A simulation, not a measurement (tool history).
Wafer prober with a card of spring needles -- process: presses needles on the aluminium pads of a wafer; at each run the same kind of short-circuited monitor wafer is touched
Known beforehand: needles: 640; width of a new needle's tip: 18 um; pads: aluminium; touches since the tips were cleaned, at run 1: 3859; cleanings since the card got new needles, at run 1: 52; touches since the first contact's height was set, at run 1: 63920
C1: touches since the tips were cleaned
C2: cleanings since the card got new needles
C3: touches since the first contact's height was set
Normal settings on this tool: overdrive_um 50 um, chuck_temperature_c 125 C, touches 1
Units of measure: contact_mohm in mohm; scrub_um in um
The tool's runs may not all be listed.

Run 1, hour 0.0: usual settings; C1 3859; C2 52; C3 63920. Result: contact_mohm 143 mohm, scrub_um 9.26 um.
At hour 3.8: height of the first contact set anew.
At hour 7.3: tips cleaned on abrasive film.
At hour 24.4: tips cleaned on abrasive film.
At hour 38.4: tips cleaned on abrasive film.
Run 2, hour 43.2: usual settings but touches 2; C1 2190; C2 55; C3 17829. Result: contact_mohm 144 mohm, scrub_um 9.25 um.
At hour 53.7: tips cleaned on abrasive film.
At hour 67.7: tips cleaned on abrasive film.
At hour 85.1: tips cleaned on abrasive film.
At hour 99.1: tips cleaned on abrasive film.
Run 3, hour 104.6: usual settings but touches 2; C1 2481; C2 59; C3 45596. Result: contact_mohm 143 mohm, scrub_um 9.27 um.
At hour 115.1: tips cleaned on abrasive film.
At hour 132.5: tips cleaned on abrasive film.
Run 4, hour 143.7: usual settings but chuck_temperature_c 26 C, touches 2; C1 5086; C2 61; C3 63308. Result: contact_mohm 127 mohm, scrub_um 9.26 um.
At hour 147.2: tips cleaned on abrasive film.
At hour 151.0: height of the first contact set anew.
At hour 165.0: tips cleaned on abrasive film.
At hour 179.0: tips cleaned on abrasive film.
At hour 196.4: tips cleaned on abrasive film.
At hour 213.5: tips cleaned on abrasive film.
Run 5, hour 215.1: usual settings but touches 2; C1 768; C2 66; C3 29040. Result: contact_mohm 142 mohm, scrub_um 9.26 um.
At hour 229.1: tips cleaned on abrasive film.
At hour 246.6: tips cleaned on abrasive film.
Run 6, hour 255.6: usual settings but touches 2; C1 4115; C2 68; C3 47380. Result: contact_mohm 140 mohm, scrub_um 9.32 um.
At hour 262.7: tips cleaned on abrasive film.
At hour 279.7: tips cleaned on abrasive film.
Run 7, hour 290.8: usual settings; C1 5039; C2 70; C3 63302. Result: contact_mohm 142 mohm, scrub_um 9.23 um.
At hour 294.3: tips cleaned on abrasive film.
At hour 298.1: height of the first contact set anew.
At hour 312.1: tips cleaned on abrasive film.
Run 8, hour 323.8: usual settings; C1 5329; C2 72; C3 11652. Result: contact_mohm 143 mohm, scrub_um 9.27 um.
At hour 327.4: tips cleaned on abrasive film.
At hour 344.8: tips cleaned on abrasive film.
At hour 358.8: tips cleaned on abrasive film.
At hour 372.8: tips cleaned on abrasive film.
Run 9, hour 372.8: usual settings; C1 0; C2 76; C3 33795. Result: contact_mohm 144 mohm, scrub_um 9.21 um.
At hour 386.8: tips cleaned on abrasive film.
At hour 403.9: tips cleaned on abrasive film.
At hour 420.9: tips cleaned on abrasive film.
Run 10, hour 424.3: usual settings but chuck_temperature_c 98 C; C1 1543; C2 79; C3 57105. Result: contact_mohm 138 mohm, scrub_um 9.28 um.
At hour 438.3: tips cleaned on abrasive film.
At hour 445.5: height of the first contact set anew.
At hour 452.5: tips cleaned on abrasive film.
At hour 469.6: tips cleaned on abrasive film.
Run 11, hour 470.0: usual settings but overdrive_um 48 um; C1 161; C2 82; C3 11059. Result: contact_mohm 144 mohm, scrub_um 8.88 um.
At hour 483.9: tips cleaned on abrasive film.
At hour 500.9: tips cleaned on abrasive film.
At hour 518.4: tips cleaned on abrasive film.
At hour 535.8: tips cleaned on abrasive film.
Run 12, hour 540.8: usual settings but overdrive_um 48 um, chuck_temperature_c 26 C, touches 2; C1 2290; C2 86; C3 43137. Result: contact_mohm 124 mohm, scrub_um 8.90 um.
At hour 551.0: tips cleaned on abrasive film.
At hour 565.0: tips cleaned on abrasive film.
At hour 582.4: tips cleaned on abrasive film.
At hour 593.1: height of the first contact set anew.
At hour 600.2: tips cleaned on abrasive film.
Run 13, hour 613.9: usual settings but overdrive_um 48 um, chuck_temperature_c 36 C, touches 2; C1 6249; C2 90; C3 9411. Result: contact_mohm 128 mohm, scrub_um 8.91 um.
At hour 617.4: tips cleaned on abrasive film.
At hour 634.8: tips cleaned on abrasive film.
At hour 652.0: tips cleaned on abrasive film.
Run 14, hour 665.6: usual settings but overdrive_um 48 um, chuck_temperature_c 28 C, touches 2; C1 6180; C2 93; C3 32820. Result: contact_mohm 128 mohm, scrub_um 8.86 um.
At hour 669.1: tips cleaned on abrasive film.
At hour 683.1: tips cleaned on abrasive film.
At hour 700.6: tips cleaned on abrasive film.
At hour 718.0: tips cleaned on abrasive film.
Run 15, hour 724.6: usual settings but overdrive_um 51 um, chuck_temperature_c 37 C, touches 2; C1 2991; C2 97; C3 59515. Result: contact_mohm 128 mohm, scrub_um 9.46 um.

Predict each of these 5 candidate next runs independently; none follows another, all start after run 15:
At hour 735.1: tips cleaned on abrasive film.
At hour 738.8: height of the first contact set anew.
At hour 752.8: tips cleaned on abrasive film.
Run A, hour 758.7: usual settings but overdrive_um 35 um, chuck_temperature_c 55 C; C1 2688; C2 99; C3 9010. Result: contact_mohm ?, scrub_um ?.
At hour 735.1: tips cleaned on abrasive film.
At hour 738.8: height of the first contact set anew.
At hour 752.8: tips cleaned on abrasive film.
Run B, hour 758.7: usual settings but overdrive_um 63 um, touches 2; C1 2688; C2 99; C3 9010. Result: contact_mohm ?, scrub_um ?.
At hour 735.1: tips cleaned on abrasive film.
At hour 738.8: height of the first contact set anew.
At hour 752.8: tips cleaned on abrasive film.
Run C, hour 758.7: usual settings but overdrive_um 34 um, chuck_temperature_c 35 C, touches 2; C1 2688; C2 99; C3 9010. Result: contact_mohm ?, scrub_um ?.
At hour 735.1: tips cleaned on abrasive film.
At hour 738.8: height of the first contact set anew.
At hour 752.8: tips cleaned on abrasive film.
Run D, hour 758.7: usual settings but overdrive_um 35 um, chuck_temperature_c 75 C, touches 2; C1 2688; C2 99; C3 9010. Result: contact_mohm ?, scrub_um ?.
At hour 735.1: tips cleaned on abrasive film.
At hour 738.8: height of the first contact set anew.
At hour 752.8: tips cleaned on abrasive film.
Run E, hour 758.7: usual settings but overdrive_um 42 um, chuck_temperature_c 37 C, touches 3; C1 2688; C2 99; C3 9010. Result: contact_mohm ?, scrub_um ?.

run  contact_mohm  scrub_um
  A           141      6.50
  B           137     11.70
  C           135      6.31
  D           144      6.50
  E           131      7.85
With the hidden condition removed and each run's random variation left untouched, the same runs would have given:
run  contact_mohm  scrub_um
  A           140      6.50
  B           137     11.70
  C           135      6.31
  D           144      6.50
  E           131      7.85

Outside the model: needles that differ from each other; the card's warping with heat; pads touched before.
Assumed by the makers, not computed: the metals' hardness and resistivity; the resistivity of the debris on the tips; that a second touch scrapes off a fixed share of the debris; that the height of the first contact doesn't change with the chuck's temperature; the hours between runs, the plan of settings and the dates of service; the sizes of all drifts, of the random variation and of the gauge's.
